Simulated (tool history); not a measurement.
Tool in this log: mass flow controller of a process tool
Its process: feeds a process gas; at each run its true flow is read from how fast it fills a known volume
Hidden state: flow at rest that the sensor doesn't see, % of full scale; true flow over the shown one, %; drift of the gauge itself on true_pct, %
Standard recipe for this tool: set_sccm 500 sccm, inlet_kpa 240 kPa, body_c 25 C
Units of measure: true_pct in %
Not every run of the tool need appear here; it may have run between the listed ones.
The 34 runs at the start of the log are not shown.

run,hour,set_sccm,inlet_kpa,body_c,hours of work since the controller was set to zero,hours of work since the controller was changed,true_pct
35,9493.9,863,212,21,1186,2432,101.04
36,9854.3,120,212,21,1443,2689,97.14
37,10061,148,212,21,1590,2836,97.54
38,10384.8,147,154,36,1821,3066,95.45
39,10597.9,147,154,36,1973,3218,95.48
40,10784.6,147,154,36,2105,3351,95.39
41,10974,147,154,36,2240,3486,95.3
42,11281.4,326,267,32,2459,3705,98.5
43,11454.1,326,267,37,2582,3828,98.15
44,11673.1,181,274,30,2738,3984,97.05
45,11988.3,500,262,25,2963,4208,99.87
46,12163.7,193,155,25,3088,4333,96.66
47,12438.1,193,155,25,3283,4529,96.65

Forecast each of these 5 alternatives for the next run:
A,12696.2,500,244,25,3467,4712,?
B,12696.2,436,243,29,3467,4712,?
C,12696.2,105,182,21,3467,4712,?
D,12696.2,424,240,25,3467,4712,?
E,12696.2,500,171,23,3467,4712,?

run,true_pct
A,99.94
B,99.21
C,94.25
D,99.3
E,99.56
With the hidden condition removed and each run's random variation left untouched, the same runs would have given:
run,true_pct
A,99.03
B,98.48
C,97.92
D,98.6
E,98.64
